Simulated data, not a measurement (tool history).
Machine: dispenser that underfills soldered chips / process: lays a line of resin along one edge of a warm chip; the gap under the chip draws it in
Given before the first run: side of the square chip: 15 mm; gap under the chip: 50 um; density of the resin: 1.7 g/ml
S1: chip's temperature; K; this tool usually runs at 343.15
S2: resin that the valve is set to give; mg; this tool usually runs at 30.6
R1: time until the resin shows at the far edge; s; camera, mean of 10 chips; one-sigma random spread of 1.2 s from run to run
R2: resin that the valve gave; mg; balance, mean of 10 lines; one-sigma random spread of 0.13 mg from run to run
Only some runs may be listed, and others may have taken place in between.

run	hour	S1	S2	R1	R2
1	0	343.15	30.6	179.8	29.66
# hour 0.9: new syringe of resin
2	3.8	343.15	38.4	127.2	37.1
3	7.2	343.15	38.4	150.5	37.06
# hour 10: dispensing valve cleaned and set on the balance
# hour 12.6: new syringe of resin
4	13	343.15	38.4	116.2	38.43
5	15.4	343.15	38.4	128.2	38.51
6	19.5	343.15	38.4	155.3	38.14
# hour 23.4: new syringe of resin
7	25.1	343.15	38.4	118.1	38.33
8	27.7	343.15	38.4	133	38.08
9	33.1	343.15	30.6	176.7	30.18
# hour 34.2: new syringe of resin
10	38.5	343.15	30.6	140.8	29.95
11	43.6	329.15	30.6	354.6	30.08
# hour 45.2: new syringe of resin
12	48.1	349.15	30.6	100.1	29.72
13	52.1	349.15	30.6	119.7	29.66
# hour 56: new syringe of resin
14	57.3	349.15	30.6	89	29.74
15	62	343.15	28.9	146.4	27.93
# hour 66.9: new syringe of resin
16	66.9	343.15	28.9	116.5	27.89
17	70.9	343.15	28.9	141.3	27.69
# hour 75.4: dispensing valve cleaned and set on the balance
18	76.9	343.15	30.6	174	30.71
# hour 79: new syringe of resin
19	79.7	343.15	30.6	119.6	30.59
20	84.5	349.15	38.6	110.5	38.33
21	89.1	346.15	30.6	156.8	30.54
# hour 89.9: new syringe of resin
22	92	346.15	30.6	109.9	30.38
23	95.2	357.15	35.9	76.8	35.48
24	100.1	357.15	35.9	92.9	35.32
# hour 100.8: new syringe of resin
25	106.2	329.15	27.6	294	27.05
26	108.9	329.15	27.6	336.7	26.91
# hour 111.7: new syringe of resin
27	111.8	339.15	34.9	136.9	34
28	115.8	342.15	30.6	144.5	29.89
29	120.8	342.15	30.6	179.8	29.61
# hour 122.4: new syringe of resin
30	124.6	344.15	33.8	118.7	32.76
31	128.8	339.15	27.3	190	26.45
32	131.2	335.15	35.5	246.9	34.42
# hour 133.1: new syringe of resin
33	136.2	335.15	35.5	186.8	34.01
# hour 140.7: dispensing valve cleaned and set on the balance
34	143	335.15	35.5	245.7	35.31
# hour 145.1: new syringe of resin
35	147.8	335.15	35.5	183.8	35.24

3 ways to go on from here, each from the tool as it stands after run 35. What would each give?
A	152.1	354.15	31.5	?	?
B	152.1	349.15	37.6	?	?
C	152.1	340.15	32.4	?	?

run	R1	R2
A	91.7	31.15
B	113.9	37.2
C	176.2	32.34
With the hidden condition removed and each run's random variation left untouched, the same runs would have given:
run	R1	R2
A	68.8	31.44
B	85.6	37.55
C	132.3	32.64
